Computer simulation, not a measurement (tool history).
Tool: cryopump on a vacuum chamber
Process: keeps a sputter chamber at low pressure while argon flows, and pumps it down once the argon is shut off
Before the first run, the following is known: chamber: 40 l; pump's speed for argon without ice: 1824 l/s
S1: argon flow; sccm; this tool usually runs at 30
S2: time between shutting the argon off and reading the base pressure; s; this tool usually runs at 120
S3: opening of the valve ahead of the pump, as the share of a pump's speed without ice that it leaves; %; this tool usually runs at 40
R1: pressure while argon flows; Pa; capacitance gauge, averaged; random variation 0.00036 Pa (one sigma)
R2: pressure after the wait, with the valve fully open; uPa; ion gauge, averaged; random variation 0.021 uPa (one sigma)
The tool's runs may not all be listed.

{"run": 1, "hour": 0.0, "S1": 30, "S2": 120, "S3": 40, "R1": 0.0705, "R2": 0.43}
{"run": 2, "hour": 15.7, "S1": 30, "S2": 120, "S3": 40, "R1": 0.0707, "R2": 0.46}
{"run": 3, "hour": 27.1, "S1": 30, "S2": 120, "S3": 40, "R1": 0.0705, "R2": 0.44}
{"run": 4, "hour": 38.5, "S1": 30, "S2": 21, "S3": 40, "R1": 0.071, "R2": 1.05}
{"run": 5, "hour": 53.3, "S1": 30, "S2": 21, "S3": 40, "R1": 0.0705, "R2": 1.13}
{"run": 6, "hour": 67.0, "S1": 30, "S2": 120, "S3": 40, "R1": 0.0707, "R2": 0.44}
{"run": 7, "hour": 80.3, "S1": 30, "S2": 118, "S3": 40, "R1": 0.0705, "R2": 0.47}
{"run": 8, "hour": 93.7, "S1": 18, "S2": 120, "S3": 40, "R1": 0.0425, "R2": 0.44}
{"run": 9, "hour": 108.5, "S1": 30, "S2": 120, "S3": 33, "R1": 0.0856, "R2": 0.44}
{"run": 10, "hour": 120.1, "S1": 30, "S2": 120, "S3": 33, "R1": 0.0846, "R2": 0.47}
{"run": 11, "hour": 126.8, "S1": 30, "S2": 120, "S3": 33, "R1": 0.085, "R2": 0.47}
{"run": 12, "hour": 137.4, "S1": 30, "S2": 120, "S3": 40, "R1": 0.0703, "R2": 0.47}
{"run": 13, "hour": 151.5, "S1": 30, "S2": 120, "S3": 40, "R1": 0.071, "R2": 0.53}
{"run": 14, "hour": 166.1, "S1": 30, "S2": 120, "S3": 40, "R1": 0.0713, "R2": 0.5}
{"run": 15, "hour": 174.7, "S1": 34, "S2": 120, "S3": 40, "R1": 0.0802, "R2": 0.49}
{"run": 16, "hour": 190.6, "S1": 34, "S2": 120, "S3": 40, "R1": 0.0801, "R2": 0.53}
{"run": 17, "hour": 199.0, "S1": 34, "S2": 120, "S3": 19, "R1": 0.168, "R2": 0.48}
{"run": 18, "hour": 206.0, "S1": 34, "S2": 120, "S3": 19, "R1": 0.1682, "R2": 0.47}
{"run": 19, "hour": 219.1, "S1": 34, "S2": 120, "S3": 19, "R1": 0.1687, "R2": 0.48}
{"run": 20, "hour": 234.8, "S1": 34, "S2": 120, "S3": 19, "R1": 0.1672, "R2": 0.5}
{"run": 21, "hour": 244.8, "S1": 34, "S2": 120, "S3": 19, "R1": 0.1683, "R2": 0.51}
{"run": 22, "hour": 254.3, "S1": 13, "S2": 251, "S3": 29, "R1": 0.0422, "R2": 0.46}
{"run": 23, "hour": 268.8, "S1": 43, "S2": 293, "S3": 58, "R1": 0.0712, "R2": 0.45}
{"run": 24, "hour": 280.4, "S1": 43, "S2": 293, "S3": 58, "R1": 0.0712, "R2": 0.45}
{"run": 25, "hour": 288.7, "S1": 30, "S2": 120, "S3": 27, "R1": 0.105, "R2": 0.5}
{"run": 26, "hour": 300.1, "S1": 30, "S2": 88, "S3": 18, "R1": 0.1564, "R2": 0.57}
{"run": 27, "hour": 313.5, "S1": 26, "S2": 137, "S3": 54, "R1": 0.0463, "R2": 0.51}
{"run": 28, "hour": 322.4, "S1": 37, "S2": 137, "S3": 54, "R1": 0.0667, "R2": 0.54}
{"run": 29, "hour": 330.7, "S1": 39, "S2": 40, "S3": 40, "R1": 0.0934, "R2": 0.82}
{"run": 30, "hour": 337.8, "S1": 17, "S2": 120, "S3": 40, "R1": 0.0406, "R2": 0.55}
{"run": 31, "hour": 347.5, "S1": 23, "S2": 24, "S3": 40, "R1": 0.055, "R2": 1.08}
{"run": 32, "hour": 354.3, "S1": 13, "S2": 138, "S3": 55, "R1": 0.0223, "R2": 0.52}
{"run": 33, "hour": 369.1, "S1": 45, "S2": 115, "S3": 29, "R1": 0.147, "R2": 0.56}
{"run": 34, "hour": 377.4, "S1": 41, "S2": 41, "S3": 17, "R1": 0.2267, "R2": 0.83}

Subtracting, for every run, the result it would have given without the tool's unlogged condition from the measured result gives the following. The same run-to-run variation enters both numbers; the gauge's scatter may not:
The hidden state here: pump's speed, % of a pump's without ice; cold plate's temperature, K; leak into the chamber, uPa l/s; drift of the gauge itself on working_pa, %; drift of the gauge itself on base_upa, %.
run=1 R1=+0.0009 R2=+0.13
run=2 R1=+0.0010 R2=+0.14
run=3 R1=+0.0011 R2=+0.13
run=4 R1=+0.0011 R2=+0.14
run=5 R1=+0.0012 R2=+0.15
run=6 R1=+0.0011 R2=+0.15
run=7 R1=+0.0012 R2=+0.15
run=8 R1=+0.0008 R2=+0.15
run=9 R1=+0.0013 R2=+0.16
run=10 R1=+0.0013 R2=+0.17
run=11 R1=+0.0013 R2=+0.16
run=12 R1=+0.0014 R2=+0.17
run=13 R1=+0.0014 R2=+0.18
run=14 R1=+0.0015 R2=+0.18
run=15 R1=+0.0017 R2=+0.18
run=16 R1=+0.0017 R2=+0.19
run=17 R1=+0.0018 R2=+0.19
run=18 R1=+0.0018 R2=+0.19
run=19 R1=+0.0019 R2=+0.20
run=20 R1=+0.0019 R2=+0.20
run=21 R1=+0.0020 R2=+0.20
run=22 R1=+0.0008 R2=+0.21
run=23 R1=+0.0025 R2=+0.22
run=24 R1=+0.0026 R2=+0.22
run=25 R1=+0.0018 R2=+0.21
run=26 R1=+0.0018 R2=+0.23
run=27 R1=+0.0017 R2=+0.23
run=28 R1=+0.0025 R2=+0.24
run=29 R1=+0.0026 R2=+0.23
run=30 R1=+0.0011 R2=+0.24
run=31 R1=+0.0016 R2=+0.24
run=32 R1=+0.0008 R2=+0.24
run=33 R1=+0.0032 R2=+0.25
run=34 R1=+0.0029 R2=+0.25

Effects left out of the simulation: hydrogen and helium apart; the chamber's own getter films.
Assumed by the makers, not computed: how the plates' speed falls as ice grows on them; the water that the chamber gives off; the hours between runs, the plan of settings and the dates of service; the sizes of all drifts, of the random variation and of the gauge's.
